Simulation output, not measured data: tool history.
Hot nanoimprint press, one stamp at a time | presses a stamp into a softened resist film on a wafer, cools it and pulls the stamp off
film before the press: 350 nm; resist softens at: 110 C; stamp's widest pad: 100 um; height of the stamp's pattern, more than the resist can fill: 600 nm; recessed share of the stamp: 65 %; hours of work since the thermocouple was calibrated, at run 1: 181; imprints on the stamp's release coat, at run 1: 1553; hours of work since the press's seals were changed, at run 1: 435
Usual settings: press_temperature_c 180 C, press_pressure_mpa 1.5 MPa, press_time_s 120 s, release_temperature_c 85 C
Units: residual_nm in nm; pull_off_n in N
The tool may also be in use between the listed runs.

| run | hour | press_temperature_c | press_pressure_mpa | press_time_s | release_temperature_c | hours of work since the thermocouple was calibrated | imprints on the stamp's release coat | hours of work since the press's seals were changed | residual_nm | pull_off_n |
|---|---|---|---|---|---|---|---|---|---|---|
| 1 | 0 | 180 | 1.5 | 120 | 85 | 181 | 1553 | 435 | 162.3 | 141 |
| 2 | 60.6 | 180 | 1.5 | 120 | 85 | 208 | 1639 | 462 | 162.3 | 139 |
| 3 | 108 | 180 | 1.5 | 120 | 85 | 229 | 1707 | 484 | 162 | 150 |
| 4 | 147.4 | 180 | 1.5 | 120 | 85 | 247 | 1763 | 502 | 162.1 | 149 |
| 5 | 179.3 | 180 | 1.5 | 120 | 85 | 261 | 1809 | 516 | 162.1 | 146 |
|  | 238 | stamp cleaned and given a new release coat |
| 6 | 238 | 180 | 1.5 | 120 | 85 | 285 | 0 | 540 | 161.7 | 107 |
| 7 | 307.9 | 180 | 1.65 | 120 | 85 | 317 | 99 | 571 | 154.7 | 112 |
| 8 | 348 | 180 | 1.65 | 120 | 85 | 335 | 157 | 589 | 154.6 | 112 |
| 9 | 386 | 180 | 1.65 | 120 | 85 | 352 | 211 | 607 | 154.4 | 112 |
| 10 | 438.9 | 180 | 1.65 | 120 | 85 | 376 | 287 | 631 | 154.2 | 117 |
|  | 460.6 | plate thermocouple calibrated |
|  | 498.6 | press's hydraulic seals changed and the load cell set to zero |
| 11 | 521.7 | 180 | 1.65 | 120 | 85 | 24 | 390 | 10 | 157 | 117 |
| 12 | 587.4 | 180 | 1.65 | 120 | 85 | 54 | 484 | 40 | 157.4 | 112 |
| 13 | 626.1 | 179 | 1.34 | 148 | 90 | 71 | 539 | 58 | 165.7 | 119 |
| 14 | 662.6 | 177 | 1.94 | 138 | 74 | 88 | 591 | 74 | 156.1 | 130 |
| 15 | 723.9 | 177 | 1.94 | 138 | 74 | 115 | 679 | 102 | 156.2 | 135 |
| 16 | 761.4 | 180 | 1.5 | 71 | 85 | 132 | 733 | 119 | 196.2 | 124 |
| 17 | 799.1 | 179 | 2.35 | 79 | 83 | 149 | 787 | 136 | 162.6 | 130 |
| 18 | 863.9 | 179 | 2.35 | 132 | 83 | 178 | 879 | 165 | 133.2 | 132 |
| 19 | 897.5 | 180 | 1.76 | 120 | 76 | 194 | 927 | 180 | 152 | 139 |
| 20 | 940.9 | 183 | 1.14 | 93 | 72 | 213 | 990 | 200 | 180 | 140 |
| 21 | 1001.1 | 191 | 2.21 | 93 | 72 | 240 | 1076 | 227 | 97.9 | 145 |
| 22 | 1065.5 | 191 | 2.21 | 93 | 72 | 270 | 1168 | 256 | 98 | 155 |
| 23 | 1105 | 191 | 2.21 | 93 | 72 | 287 | 1224 | 274 | 97.6 | 148 |

4 ways to go on from here, each from the tool as it stands after run 23. What would each give?
| A | 1149.3 | 191 | 2.21 | 98 | 79 | 307 | 1288 | 294 | ? | ? |
| B | 1149.3 | 185 | 2.21 | 93 | 77 | 307 | 1288 | 294 | ? | ? |
| C | 1149.3 | 182 | 2.35 | 93 | 72 | 307 | 1288 | 294 | ? | ? |
| D | 1149.3 | 175 | 2.21 | 76 | 73 | 307 | 1288 | 294 | ? | ? |

| run | residual_nm | pull_off_n |
|---|---|---|
| A | 95.5 | 143 |
| B | 123.5 | 143 |
| C | 134.9 | 148 |
| D | 196 | 146 |
Without the tool's hidden state the same runs would have given:
| run | residual_nm | pull_off_n |
|---|---|---|
| A | 95.7 | 113 |
| B | 123.9 | 112 |
| C | 135.2 | 115 |
| D | 196.9 | 115 |
